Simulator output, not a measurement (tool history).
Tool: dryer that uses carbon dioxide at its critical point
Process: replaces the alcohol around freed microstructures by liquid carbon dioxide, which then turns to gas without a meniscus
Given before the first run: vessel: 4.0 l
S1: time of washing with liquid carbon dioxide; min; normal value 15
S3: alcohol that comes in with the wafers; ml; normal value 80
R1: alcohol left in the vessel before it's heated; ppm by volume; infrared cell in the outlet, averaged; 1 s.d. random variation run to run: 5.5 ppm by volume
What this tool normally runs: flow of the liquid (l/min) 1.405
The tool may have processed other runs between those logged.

run 1 hour=0 | S1=15 flow_of_the_liquid_(l/min)=1.405 S3=80 | R1=256
run 2 hour=7.3 | S1=15 flow_of_the_liquid_(l/min)=1.405 S3=80 | R1=252
run 3 hour=18.8 | S1=15 flow_of_the_liquid_(l/min)=1.78 S3=80 | R1=84
run 4 hour=31.6 | S1=15 flow_of_the_liquid_(l/min)=1.78 S3=80 | R1=90
run 5 hour=39.4 | S1=15 flow_of_the_liquid_(l/min)=0.86 S3=80 | R1=1474
run 6 hour=53.1 | S1=15 flow_of_the_liquid_(l/min)=0.86 S3=80 | R1=1519
run 7 hour=59.5 | S1=15 flow_of_the_liquid_(l/min)=0.86 S3=80 | R1=1522
run 8 hour=72 | S1=15 flow_of_the_liquid_(l/min)=0.86 S3=80 | R1=1540
run 9 hour=86.9 | S1=15 flow_of_the_liquid_(l/min)=0.86 S3=80 | R1=1545
run 10 hour=100.6 | S1=15 flow_of_the_liquid_(l/min)=1.405 S3=80 | R1=288
run 11 hour=115.1 | S1=15 flow_of_the_liquid_(l/min)=1.405 S3=80 | R1=298
run 12 hour=123.4 | S1=15 flow_of_the_liquid_(l/min)=1.405 S3=80 | R1=304
-- hour=134.1 inlet filter changed
run 13 hour=135.9 | S1=15 flow_of_the_liquid_(l/min)=1.405 S3=80 | R1=164
run 14 hour=148.9 | S1=15 flow_of_the_liquid_(l/min)=1.405 S3=80 | R1=162
run 15 hour=161.9 | S1=15 flow_of_the_liquid_(l/min)=2.32 S3=80 | R1=23
run 16 hour=172 | S1=15 flow_of_the_liquid_(l/min)=2.32 S3=80 | R1=34
run 17 hour=183.8 | S1=15 flow_of_the_liquid_(l/min)=2.32 S3=80 | R1=31
run 18 hour=197.8 | S1=15 flow_of_the_liquid_(l/min)=1.405 S3=80 | R1=178
run 19 hour=208.7 | S1=15 flow_of_the_liquid_(l/min)=1.405 S3=80 | R1=179
run 20 hour=217.6 | S1=15 flow_of_the_liquid_(l/min)=1.405 S3=80 | R1=190
run 21 hour=225.9 | S1=17 flow_of_the_liquid_(l/min)=1.405 S3=80 | R1=102
run 22 hour=235.7 | S1=17 flow_of_the_liquid_(l/min)=1.405 S3=80 | R1=116
run 23 hour=243.8 | S1=18 flow_of_the_liquid_(l/min)=1.405 S3=80 | R1=98
run 24 hour=255.4 | S1=15 flow_of_the_liquid_(l/min)=1.405 S3=80 | R1=195
run 25 hour=266 | S1=9 flow_of_the_liquid_(l/min)=1.405 S3=29 | R1=433
run 26 hour=273.4 | S1=18 flow_of_the_liquid_(l/min)=1.06 S3=67 | R1=262
run 27 hour=287.5 | S1=11 flow_of_the_liquid_(l/min)=2.17 S3=42 | R1=71
run 28 hour=296.9 | S1=11 flow_of_the_liquid_(l/min)=1.67 S3=42 | R1=181
run 29 hour=303.9 | S1=11 flow_of_the_liquid_(l/min)=1.67 S3=44 | R1=202
run 30 hour=318.3 | S1=11 flow_of_the_liquid_(l/min)=2.1 S3=25 | R1=75
run 31 hour=324.8 | S1=20 flow_of_the_liquid_(l/min)=1.03 S3=80 | R1=238
run 32 hour=336 | S1=20 flow_of_the_liquid_(l/min)=1.03 S3=40 | R1=138
run 33 hour=344.6 | S1=17 flow_of_the_liquid_(l/min)=2.25 S3=32 | R1=56
run 34 hour=355.8 | S1=17 flow_of_the_liquid_(l/min)=1.26 S3=83 | R1=210
run 35 hour=365.9 | S1=9 flow_of_the_liquid_(l/min)=1.33 S3=83 | R1=1396
run 36 hour=378 | S1=12 flow_of_the_liquid_(l/min)=1.01 S3=60 | R1=1071
run 37 hour=388.7 | S1=22 flow_of_the_liquid_(l/min)=0.87 S3=80 | R1=335
run 38 hour=396 | S1=21 flow_of_the_liquid_(l/min)=1.48 S3=80 | R1=71
run 39 hour=409.1 | S1=19 flow_of_the_liquid_(l/min)=1.405 S3=80 | R1=90
run 40 hour=419.4 | S1=15 flow_of_the_liquid_(l/min)=1.86 S3=80 | R1=84
run 41 hour=434.7 | S1=12 flow_of_the_liquid_(l/min)=0.93 S3=80 | R1=1777
run 42 hour=442.4 | S1=22 flow_of_the_liquid_(l/min)=0.92 S3=119 | R1=410
run 43 hour=450.9 | S1=17 flow_of_the_liquid_(l/min)=1.12 S3=68 | R1=307
run 44 hour=465.8 | S1=17 flow_of_the_liquid_(l/min)=1.12 S3=68 | R1=308
run 45 hour=474.3 | S1=12 flow_of_the_liquid_(l/min)=1.12 S3=68 | R1=949
run 46 hour=483.1 | S1=13 flow_of_the_liquid_(l/min)=1.69 S3=23 | R1=105
run 47 hour=490.6 | S1=20 flow_of_the_liquid_(l/min)=1.69 S3=23 | R1=57

Hidden state or all else? Some run-to-run changes of R1, split into what the settings, what came in and random variation would give without the hidden state, and what is left for the hidden state (with any gauge scatter that isn't in both results):
What the log doesn't record here: flow that reaches the vessel past the clogged filter, %; alcohol in the recycled carbon dioxide, ppm; drift of the gauge itself on alcohol_ppm, %.
Run 4 -> 5: flow of the liquid (l/min) 1.78 -> 0.86. R1 +1384 ppm by volume: hidden state +388, all else +996.
Run 9 -> 10: flow of the liquid (l/min) 0.86 -> 1.405. R1 -1257 ppm by volume: hidden state -342, all else -915.
Run 40 -> 41: S1 15 -> 12, flow of the liquid (l/min) 1.86 -> 0.93. R1 +1693 ppm by volume: hidden state +185, all else +1508.
Run 41 -> 42: S1 12 -> 22, flow of the liquid (l/min) 0.93 -> 0.92, S3 80 -> 119. R1 -1367 ppm by volume: hidden state -120, all else -1247.
